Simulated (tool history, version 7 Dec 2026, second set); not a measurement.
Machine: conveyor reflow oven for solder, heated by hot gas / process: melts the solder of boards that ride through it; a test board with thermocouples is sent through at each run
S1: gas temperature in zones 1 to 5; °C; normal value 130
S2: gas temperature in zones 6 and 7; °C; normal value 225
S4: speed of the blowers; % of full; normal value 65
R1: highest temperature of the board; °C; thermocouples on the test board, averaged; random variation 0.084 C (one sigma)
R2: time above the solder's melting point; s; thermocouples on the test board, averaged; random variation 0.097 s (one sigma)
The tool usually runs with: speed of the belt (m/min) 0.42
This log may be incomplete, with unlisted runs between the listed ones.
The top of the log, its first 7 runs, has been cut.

Run 8, hour 106.3: usual settings but speed of the belt (m/min) 0.378. Result: R1 214.87 °C, R2 68.51 s.
Run 9, hour 120.2: usual settings but S2 216 °C. Result: R1 204.1 °C, R2 49.12 s.
Run 10, hour 128: usual settings but S1 115 °C. Result: R1 210.15 °C, R2 50.9 s.
Run 11, hour 143: usual settings but S1 115 °C. Result: R1 209.81 °C, R2 51.06 s.
Run 12, hour 151.9: usual settings but S1 115 °C. Result: R1 210.02 °C, R2 50.92 s.
Run 13, hour 166.5: usual settings but S1 138 °C. Result: R1 213.26 °C, R2 62.24 s.
Run 14, hour 183.6: usual settings but S1 138 °C. Result: R1 213.24 °C, R2 62.21 s.
Run 15, hour 192.2: usual settings but S4 90 % of full. Result: R1 216.72 °C, R2 64.01 s.
Run 16, hour 208: usual settings but S4 90 % of full. Result: R1 216.79 °C, R2 63.96 s.
Run 17, hour 219: usual settings but S1 119 °C, S2 238 °C, speed of the belt (m/min) 0.341, S4 90 % of full. Result: R1 232.53 °C, R2 88.84 s.
Run 18, hour 226.8: usual settings but S1 119 °C, S2 228 °C, speed of the belt (m/min) 0.341, S4 74 % of full. Result: R1 220.51 °C, R2 79.4 s.
Run 19, hour 234.5: usual settings but S1 119 °C, S2 223 °C, speed of the belt (m/min) 0.341, S4 74 % of full. Result: R1 215.9 °C, R2 75.41 s.
Run 20, hour 250.8: usual settings but S1 124 °C, S2 223 °C, speed of the belt (m/min) 0.369, S4 74 % of full. Result: R1 214.64 °C, R2 69.15 s.
Run 21, hour 260.9: usual settings but S1 129 °C, S2 223 °C, speed of the belt (m/min) 0.483, S4 87 % of full. Result: R1 211.04 °C, R2 49.16 s.
Run 22, hour 270.4: usual settings but S1 124 °C, S2 223 °C, speed of the belt (m/min) 0.483, S4 54 % of full. Result: R1 201.34 °C, R2 35.02 s.
Run 23, hour 285.9: usual settings but S1 124 °C, S2 223 °C, speed of the belt (m/min) 0.483, S4 54 % of full. Result: R1 201.39 °C, R2 35.01 s.
Run 24, hour 302.4: usual settings but S2 231 °C, S4 79 % of full. Result: R1 220.64 °C, R2 66.11 s.
Run 25, hour 314: usual settings but S1 122 °C, S2 235 °C, speed of the belt (m/min) 0.385, S4 88 % of full. Result: R1 227.32 °C, R2 75.24 s.
Run 26, hour 331.5: usual settings but speed of the belt (m/min) 0.412. Result: R1 212.74 °C, R2 59.79 s.
Run 27, hour 346.3: usual settings but S1 132 °C, speed of the belt (m/min) 0.412, S4 73 % of full. Result: R1 214.65 °C, R2 63 s.
Run 28, hour 364.1: usual settings but speed of the belt (m/min) 0.349, S4 52 % of full. Result: R1 214.08 °C, R2 72.64 s.
Run 29, hour 378.2: usual settings but S2 222 °C, speed of the belt (m/min) 0.448, S4 52 % of full. Result: R1 203.77 °C, R2 43.46 s.
Run 30, hour 394.2: usual settings but S2 222 °C, speed of the belt (m/min) 0.448, S4 52 % of full. Result: R1 203.74 °C, R2 43.35 s.

Forecast each of these 5 alternatives for the next run:
Run A, hour 402.1: usual settings but S2 219 °C. Result: R1 ?, R2 ?.
Run B, hour 402.1: usual settings but S1 144 °C, S2 219 °C, speed of the belt (m/min) 0.448, S4 52 % of full. Result: R1 ?, R2 ?.
Run C, hour 402.1: usual settings but S1 121 °C, S4 76 % of full. Result: R1 ?, R2 ?.
Run D, hour 402.1: usual settings but S2 231 °C, speed of the belt (m/min) 0.354, S4 89 % of full. Result: R1 ?, R2 ?.
Run E, hour 402.1: usual settings but speed of the belt (m/min) 0.429. Result: R1 ?, R2 ?.

run      R1     R2
  A   206.9  52.26
  B  204.18  49.38
  C  213.16  57.09
  D  225.71  84.41
  E  211.59  55.89
With the hidden condition removed and each run's random variation left untouched, the same runs would have given:
run      R1     R2
  A   206.9  52.44
  B  204.09  49.36
  C  213.28  57.38
  D  225.58  84.41
  E  211.64  56.04
